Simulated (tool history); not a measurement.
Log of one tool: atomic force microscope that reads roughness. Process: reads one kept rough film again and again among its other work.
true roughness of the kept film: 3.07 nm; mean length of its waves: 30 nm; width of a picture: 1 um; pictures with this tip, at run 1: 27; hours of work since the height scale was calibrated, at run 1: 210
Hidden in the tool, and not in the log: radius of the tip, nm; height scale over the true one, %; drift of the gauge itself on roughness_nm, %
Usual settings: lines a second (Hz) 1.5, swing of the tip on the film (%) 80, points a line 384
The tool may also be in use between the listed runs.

run	day	lines a second (Hz)	swing of the tip on the film (%)	points a line	pictures with this tip	hours of work since the height scale was calibrated	roughness of the kept film (nm (root mean square))
1	0	1.5	80	384	27	210	2.515
2	0.967	1.5	80	384	66	229	2.446
3	1.712	1.5	80	384	96	243	2.391
# day 2.233: new tip fitted
4	2.246	1.5	80	384	0	252	2.56
5	2.804	1.5	80	384	23	263	2.531
6	3.758	1.5	80	384	61	281	2.441
7	4.546	2.33	80	384	93	296	2.273
8	5.058	2.33	80	384	114	306	2.242
# day 5.133: new tip fitted
9	5.629	2.33	75	384	20	316	2.478
10	6.129	2.33	75	384	41	325	2.465
11	6.962	1.5	75	384	74	341	2.516
12	7.729	0.79	75	384	105	356	2.56
# day 8.054: new tip fitted
13	8.633	1.5	70	384	23	372	2.646
14	9.275	1.5	80	384	49	384	2.484
15	10.1	1.5	75	384	83	400	2.471
16	10.758	1.5	75	384	109	412	2.432
# day 10.971: new tip fitted
17	11.2	0.69	80	710	9	420	2.742
18	11.838	0.69	80	710	35	432	2.678
19	12.425	0.69	55	603	59	443	2.734
20	13.25	0.69	55	603	92	459	2.682
# day 13.842: new tip fitted
21	13.854	1.31	72	629	0	470	2.716
22	14.638	1.31	72	629	32	485	2.646
23	15.125	1.5	85	263	51	494	2.387
24	15.729	1.5	85	263	76	505	2.329
25	16.333	1.97	81	384	100	517	2.293
# day 16.758: new tip fitted
26	17.275	0.62	80	384	21	534	2.707
27	17.825	0.62	80	384	43	545	2.658
28	18.783	3.45	57	747	82	563	2.566
29	19.367	0.68	80	574	105	574	2.558
# day 19.683: new tip fitted
30	20.275	3.4	56	1003	24	590	2.694

The same runs without the tool's hidden state, with the same run-to-run variation:
run	roughness of the kept film (nm (root mean square))
1	2.572
2	2.569
3	2.562
4	2.558
5	2.568
6	2.547
7	2.428
8	2.428
9	2.501
10	2.523
11	2.636
12	2.736
13	2.68
14	2.565
15	2.616
16	2.619
17	2.746
18	2.73
19	2.833
20	2.844
21	2.707
22	2.697
23	2.469
24	2.456
25	2.456
26	2.732
27	2.725
28	2.7
29	2.74
30	2.71
